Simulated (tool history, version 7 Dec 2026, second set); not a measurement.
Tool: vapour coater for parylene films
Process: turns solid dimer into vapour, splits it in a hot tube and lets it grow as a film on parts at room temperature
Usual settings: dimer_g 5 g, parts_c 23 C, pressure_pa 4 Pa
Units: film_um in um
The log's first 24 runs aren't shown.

run   hour  dimer_g  parts_c  pressure_pa  hours of work since the trap's valve was overhauled  hours of work since the table's thermometer was calibrated  film_um
 25  298.4        5       15        11.75                                                  290                                                         611     0.89
 26  310.1        5       21         3.48                                                  298                                                         620     0.87
 27  320.8        5       21         3.48                                                  306                                                         628     0.87
 28  333.8        4       24          6.3                                                  315                                                         637     0.65
 29  349.9        5       31          6.3                                                  327                                                         649     0.71
 30  365.7        5       22         2.02                                                  338                                                         660     0.89
 31  382.5        5       22         2.02                                                  350                                                         672     0.86
 32  396.7        4       17         3.69                                                  361                                                         682     0.72
 33  408.7        4       17         3.69                                                  369                                                         691     0.71
 34  424.8        7       23         5.94                                                  381                                                         703     1.15
 35  435.1        5       35            4                                                  388                                                         710     0.66
 36  451.5        8       35            2                                                  400                                                         722      1.1

Run 37 comes next. What will it give?
 37  463.9        4       23         3.99                                                  409                                                         731        ?

Run 37 gave film_um 0.64 um.
Without the tool's hidden state the same run would have given film_um 0.73 um.
